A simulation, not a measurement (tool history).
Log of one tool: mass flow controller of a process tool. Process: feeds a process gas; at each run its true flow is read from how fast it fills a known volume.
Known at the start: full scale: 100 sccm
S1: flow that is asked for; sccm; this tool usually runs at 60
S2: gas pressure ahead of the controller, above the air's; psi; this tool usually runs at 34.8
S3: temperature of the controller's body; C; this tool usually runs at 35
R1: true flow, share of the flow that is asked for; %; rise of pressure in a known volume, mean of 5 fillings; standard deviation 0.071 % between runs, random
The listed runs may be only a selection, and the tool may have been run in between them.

run	hour	S1	S2	S3	R1
1	0	60	34.8	35	99.87
2	185.7	60	33.6	35	99.92
3	292.5	60	33.6	35	99.89
4	468	60	34.8	21	99.11
5	610.2	60	34.8	35	99.88
6	736.4	15	26.1	40	100.69
7	846.9	15	26.1	40	100.66
8	1001.2	19	25.4	32	99.95
9	1091.6	81	36.4	37	99.92
10	1269.5	45	20.3	28	99.65

5 options for the next run, each taken on its own from the tool as it stands now. Forecast them:
A	1349.5	46	30	34	?
B	1349.5	15	34.8	35	?
C	1349.5	60	36.3	35	?
D	1349.5	87	20.3	24	?
E	1349.5	21	34.8	35	?

run	R1
A	99.8
B	100.43
C	99.75
D	99.79
E	100.08
Stripped of hidden state, with their random variation kept, the same runs would have yielded:
run	R1
A	99.91
B	99.75
C	99.95
D	100.08
E	99.73
